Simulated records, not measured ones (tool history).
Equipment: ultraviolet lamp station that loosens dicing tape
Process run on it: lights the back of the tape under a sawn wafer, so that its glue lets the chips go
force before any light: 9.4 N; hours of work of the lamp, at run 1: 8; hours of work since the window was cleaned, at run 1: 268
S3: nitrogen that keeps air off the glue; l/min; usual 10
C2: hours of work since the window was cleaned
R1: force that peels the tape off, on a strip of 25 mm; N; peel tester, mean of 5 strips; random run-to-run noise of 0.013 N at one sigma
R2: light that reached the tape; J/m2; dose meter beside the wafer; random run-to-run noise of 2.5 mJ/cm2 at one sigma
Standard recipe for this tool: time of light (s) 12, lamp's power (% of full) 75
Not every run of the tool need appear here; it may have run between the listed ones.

run 1 day=0 | time_of_light_(s)=12 lamp's_power_(%_of_full)=75 S3=10 | hours_of_work_of_the_lamp=8 C2=268 | R1=0.629 R2=3010
run 2 day=0.696 | time_of_light_(s)=12 lamp's_power_(%_of_full)=75 S3=10 | hours_of_work_of_the_lamp=18 C2=278 | R1=0.626 R2=2990
run 3 day=1.167 | time_of_light_(s)=12 lamp's_power_(%_of_full)=75 S3=10 | hours_of_work_of_the_lamp=25 C2=285 | R1=0.615 R2=3000
-- day=1.754 window cleaned of glue's vapour
run 4 day=1.758 | time_of_light_(s)=12 lamp's_power_(%_of_full)=75 S3=10 | hours_of_work_of_the_lamp=33 C2=0 | R1=0.598 R2=2990
run 5 day=2.296 | time_of_light_(s)=12 lamp's_power_(%_of_full)=75 S3=10 | hours_of_work_of_the_lamp=41 C2=8 | R1=0.594 R2=3020
run 6 day=2.8 | time_of_light_(s)=12 lamp's_power_(%_of_full)=75 S3=10 | hours_of_work_of_the_lamp=48 C2=15 | R1=0.601 R2=3030
run 7 day=3.162 | time_of_light_(s)=12 lamp's_power_(%_of_full)=75 S3=10 | hours_of_work_of_the_lamp=54 C2=20 | R1=0.612 R2=3030
run 8 day=3.646 | time_of_light_(s)=12 lamp's_power_(%_of_full)=75 S3=10 | hours_of_work_of_the_lamp=61 C2=27 | R1=0.589 R2=2990
run 9 day=4.058 | time_of_light_(s)=12 lamp's_power_(%_of_full)=75 S3=10 | hours_of_work_of_the_lamp=67 C2=33 | R1=0.618 R2=2960
run 10 day=4.517 | time_of_light_(s)=12 lamp's_power_(%_of_full)=75 S3=10 | hours_of_work_of_the_lamp=73 C2=40 | R1=0.617 R2=3060
run 11 day=5.112 | time_of_light_(s)=12 lamp's_power_(%_of_full)=75 S3=10 | hours_of_work_of_the_lamp=82 C2=49 | R1=0.608 R2=3060
run 12 day=5.471 | time_of_light_(s)=14 lamp's_power_(%_of_full)=75 S3=10 | hours_of_work_of_the_lamp=87 C2=54 | R1=0.433 R2=3550
run 13 day=6.117 | time_of_light_(s)=14 lamp's_power_(%_of_full)=75 S3=10 | hours_of_work_of_the_lamp=96 C2=63 | R1=0.435 R2=3500
run 14 day=6.683 | time_of_light_(s)=12 lamp's_power_(%_of_full)=75 S3=10 | hours_of_work_of_the_lamp=105 C2=71 | R1=0.603 R2=3020
run 15 day=7.083 | time_of_light_(s)=12 lamp's_power_(%_of_full)=75 S3=10 | hours_of_work_of_the_lamp=110 C2=77 | R1=0.605 R2=2990
run 16 day=7.788 | time_of_light_(s)=12 lamp's_power_(%_of_full)=75 S3=10 | hours_of_work_of_the_lamp=121 C2=87 | R1=0.614 R2=3030
run 17 day=8.475 | time_of_light_(s)=19 lamp's_power_(%_of_full)=75 S3=10 | hours_of_work_of_the_lamp=131 C2=97 | R1=0.258 R2=4720
run 18 day=9.108 | time_of_light_(s)=19 lamp's_power_(%_of_full)=75 S3=10 | hours_of_work_of_the_lamp=140 C2=106 | R1=0.242 R2=4800
run 19 day=9.462 | time_of_light_(s)=19 lamp's_power_(%_of_full)=75 S3=10 | hours_of_work_of_the_lamp=145 C2=112 | R1=0.245 R2=4760
run 20 day=10.017 | time_of_light_(s)=9 lamp's_power_(%_of_full)=83 S3=18 | hours_of_work_of_the_lamp=153 C2=120 | R1=0.582 R2=2530
run 21 day=10.688 | time_of_light_(s)=9 lamp's_power_(%_of_full)=80 S3=5 | hours_of_work_of_the_lamp=163 C2=129 | R1=1.712 R2=2390
run 22 day=10.979 | time_of_light_(s)=7 lamp's_power_(%_of_full)=75 S3=10 | hours_of_work_of_the_lamp=167 C2=133 | R1=1.766 R2=1750
run 23 day=11.529 | time_of_light_(s)=7 lamp's_power_(%_of_full)=75 S3=17 | hours_of_work_of_the_lamp=175 C2=141 | R1=1.199 R2=1730
run 24 day=12.104 | time_of_light_(s)=7 lamp's_power_(%_of_full)=75 S3=17 | hours_of_work_of_the_lamp=183 C2=150 | R1=1.205 R2=1770
run 25 day=12.471 | time_of_light_(s)=12 lamp's_power_(%_of_full)=72 S3=3 | hours_of_work_of_the_lamp=188 C2=155 | R1=1.804 R2=2880
run 26 day=12.775 | time_of_light_(s)=16 lamp's_power_(%_of_full)=84 S3=3 | hours_of_work_of_the_lamp=193 C2=159 | R1=0.791 R2=4490
run 27 day=13.196 | time_of_light_(s)=9 lamp's_power_(%_of_full)=70 S3=5 | hours_of_work_of_the_lamp=199 C2=165 | R1=1.985 R2=2110
run 28 day=13.638 | time_of_light_(s)=7 lamp's_power_(%_of_full)=75 S3=17 | hours_of_work_of_the_lamp=205 C2=172 | R1=1.27 R2=1750
run 29 day=14.121 | time_of_light_(s)=7 lamp's_power_(%_of_full)=75 S3=17 | hours_of_work_of_the_lamp=212 C2=179 | R1=1.233 R2=1780
run 30 day=14.417 | time_of_light_(s)=13 lamp's_power_(%_of_full)=89 S3=6 | hours_of_work_of_the_lamp=216 C2=183 | R1=0.551 R2=3860

For run 31, what comes out?
run 31 day=14.783 | time_of_light_(s)=13 lamp's_power_(%_of_full)=89 S3=6 | hours_of_work_of_the_lamp=222 C2=188 | R1=? R2=?

R1: 0.572 N
R2: 3880 J/m2
Minus the tool's unlogged condition, the same run would have read R1 0.57 N, R2 3890 J/m2.
